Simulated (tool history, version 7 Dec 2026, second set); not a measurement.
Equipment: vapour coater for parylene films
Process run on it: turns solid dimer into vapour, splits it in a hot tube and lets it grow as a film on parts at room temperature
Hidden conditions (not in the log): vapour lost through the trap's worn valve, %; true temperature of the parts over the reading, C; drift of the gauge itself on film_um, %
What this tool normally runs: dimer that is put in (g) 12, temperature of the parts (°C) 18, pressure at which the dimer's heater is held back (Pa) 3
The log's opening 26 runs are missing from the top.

| run | hour | dimer that is put in (g) | temperature of the parts (°C) | pressure at which the dimer's heater is held back (Pa) | hours of work since the trap's valve was overhauled | hours of work since the table's thermometer was calibrated | thickness of the film (nm) |
|---|---|---|---|---|---|---|---|
| 27 | 1055 | 12 | 12 | 4.63 | 184 | 205 | 8880 |
| 28 | 1090.2 | 12 | 12 | 4.63 | 206 | 227 | 8940 |
| 29 | 1119 | 8 | 28 | 10.9 | 224 | 245 | 2690 |
| 30 | 1145.5 | 13 | 14 | 10.9 | 241 | 261 | 7560 |
| 31 | 1206.5 | 12 | 12 | 3.48 | 278 | 299 | 9550 |
|  | 1236.1 | trap's valve overhauled |
| 32 | 1257.5 | 5 | 13 | 6.52 | 13 | 328 | 3300 |
| 33 | 1287.7 | 5 | 13 | 6.52 | 32 | 347 | 3260 |
| 34 | 1312.9 | 5 | 13 | 6.52 | 48 | 363 | 3330 |
| 35 | 1371 | 5 | 13 | 6.52 | 84 | 399 | 3350 |
| 36 | 1428.1 | 17 | 13 | 4.7 | 119 | 434 | 12100 |
| 37 | 1468 | 17 | 13 | 4.7 | 144 | 459 | 12050 |
| 38 | 1523.5 | 17 | 13 | 4.7 | 179 | 494 | 12150 |
| 39 | 1573.4 | 17 | 16 | 2.68 | 210 | 525 | 12150 |
| 40 | 1628 | 18 | 20 | 3.87 | 244 | 559 | 10300 |
| 41 | 1656.1 | 15 | 28 | 2.08 | 261 | 576 | 7080 |
| 42 | 1684.2 | 15 | 28 | 2.08 | 279 | 594 | 7030 |
|  | 1714.5 | trap's valve overhauled |
| 43 | 1731 | 11 | 14 | 2.83 | 10 | 620 | 8460 |
| 44 | 1785.4 | 11 | 14 | 2.83 | 44 | 654 | 8570 |
| 45 | 1843.3 | 9 | 13 | 3 | 80 | 690 | 7070 |
| 46 | 1870.8 | 9 | 13 | 3 | 97 | 707 | 7000 |

3 ways to go on from here, each from the tool as it stands after run 46. What would each give?
| A | 1930.9 | 14 | 13 | 3 | 134 | 744 | ? |
| B | 1930.9 | 17 | 18 | 3 | 134 | 744 | ? |
| C | 1930.9 | 15 | 15 | 9.13 | 134 | 744 | ? |

| run | thickness of the film (nm) |
|---|---|
| A | 10770 |
| B | 10960 |
| C | 8680 |
Without the tool's hidden state the same runs would have given:
| run | thickness of the film (nm) |
|---|---|
| A | 10820 |
| B | 11020 |
| C | 8730 |
